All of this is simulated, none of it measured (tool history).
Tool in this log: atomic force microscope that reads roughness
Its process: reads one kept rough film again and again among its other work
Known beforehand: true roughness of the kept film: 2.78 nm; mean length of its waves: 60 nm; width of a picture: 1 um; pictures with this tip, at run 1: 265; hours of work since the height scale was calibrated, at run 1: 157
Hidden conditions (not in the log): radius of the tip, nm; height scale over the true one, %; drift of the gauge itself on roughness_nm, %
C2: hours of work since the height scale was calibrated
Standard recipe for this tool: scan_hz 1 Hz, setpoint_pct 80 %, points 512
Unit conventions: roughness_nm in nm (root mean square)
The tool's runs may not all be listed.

run 1 hour=0 | scan_hz=1 setpoint_pct=80 points=512 | pictures_with_this_tip=265 C2=157 | roughness_nm=2.411
run 2 hour=4.2 | scan_hz=1 setpoint_pct=80 points=512 | pictures_with_this_tip=271 C2=160 | roughness_nm=2.402
run 3 hour=10.1 | scan_hz=1 setpoint_pct=80 points=512 | pictures_with_this_tip=280 C2=164 | roughness_nm=2.396
run 4 hour=16.7 | scan_hz=1 setpoint_pct=80 points=512 | pictures_with_this_tip=289 C2=169 | roughness_nm=2.399
run 5 hour=22.2 | scan_hz=1 setpoint_pct=80 points=512 | pictures_with_this_tip=297 C2=173 | roughness_nm=2.397
run 6 hour=31.3 | scan_hz=1 setpoint_pct=80 points=512 | pictures_with_this_tip=311 C2=179 | roughness_nm=2.379
run 7 hour=36.6 | scan_hz=1 setpoint_pct=72 points=512 | pictures_with_this_tip=319 C2=183 | roughness_nm=2.474
run 8 hour=42.7 | scan_hz=1 setpoint_pct=72 points=512 | pictures_with_this_tip=327 C2=188 | roughness_nm=2.458
run 9 hour=49.8 | scan_hz=0.82 setpoint_pct=80 points=512 | pictures_with_this_tip=338 C2=193 | roughness_nm=2.438
-- hour=53.4 new tip fitted
run 10 hour=57.9 | scan_hz=1 setpoint_pct=80 points=512 | pictures_with_this_tip=7 C2=198 | roughness_nm=2.47
run 11 hour=62.4 | scan_hz=3.84 setpoint_pct=80 points=512 | pictures_with_this_tip=14 C2=202 | roughness_nm=1.905
run 12 hour=71.7 | scan_hz=3.84 setpoint_pct=80 points=512 | pictures_with_this_tip=27 C2=208 | roughness_nm=1.916
run 13 hour=79.5 | scan_hz=3.84 setpoint_pct=80 points=512 | pictures_with_this_tip=39 C2=214 | roughness_nm=1.918
run 14 hour=83.9 | scan_hz=1 setpoint_pct=71 points=739 | pictures_with_this_tip=45 C2=217 | roughness_nm=2.543
run 15 hour=92.8 | scan_hz=1 setpoint_pct=80 points=598 | pictures_with_this_tip=58 C2=223 | roughness_nm=2.442
run 16 hour=101.9 | scan_hz=1 setpoint_pct=75 points=598 | pictures_with_this_tip=72 C2=230 | roughness_nm=2.508
run 17 hour=109.6 | scan_hz=1 setpoint_pct=80 points=426 | pictures_with_this_tip=83 C2=235 | roughness_nm=2.43
run 18 hour=118.2 | scan_hz=1 setpoint_pct=80 points=426 | pictures_with_this_tip=95 C2=242 | roughness_nm=2.436
run 19 hour=122.9 | scan_hz=1 setpoint_pct=80 points=426 | pictures_with_this_tip=102 C2=245 | roughness_nm=2.433
run 20 hour=130.9 | scan_hz=0.65 setpoint_pct=80 points=720 | pictures_with_this_tip=114 C2=251 | roughness_nm=2.505
run 21 hour=134.8 | scan_hz=2.01 setpoint_pct=80 points=385 | pictures_with_this_tip=120 C2=254 | roughness_nm=2.217
run 22 hour=141.8 | scan_hz=1 setpoint_pct=64 points=615 | pictures_with_this_tip=130 C2=259 | roughness_nm=2.589
run 23 hour=148.9 | scan_hz=1 setpoint_pct=64 points=615 | pictures_with_this_tip=140 C2=264 | roughness_nm=2.582
run 24 hour=155 | scan_hz=1 setpoint_pct=64 points=615 | pictures_with_this_tip=149 C2=268 | roughness_nm=2.579
run 25 hour=160.4 | scan_hz=1.45 setpoint_pct=64 points=312 | pictures_with_this_tip=157 C2=272 | roughness_nm=2.533

Predict each of these 3 candidate next runs independently; none follows another, all start after run 25:
run A hour=168 | scan_hz=1.38 setpoint_pct=62 points=512 | pictures_with_this_tip=168 C2=277 | roughness_nm=?
run B hour=168 | scan_hz=0.93 setpoint_pct=86 points=547 | pictures_with_this_tip=168 C2=277 | roughness_nm=?
run C hour=168 | scan_hz=2.24 setpoint_pct=80 points=512 | pictures_with_this_tip=168 C2=277 | roughness_nm=?

run=A roughness_nm=2.556
run=B roughness_nm=2.36
run=C roughness_nm=2.175
The same runs, with their run-to-run variation unchanged, on a tool lacking any hidden condition would have given:
run=A roughness_nm=2.597
run=B roughness_nm=2.398
run=C roughness_nm=2.209
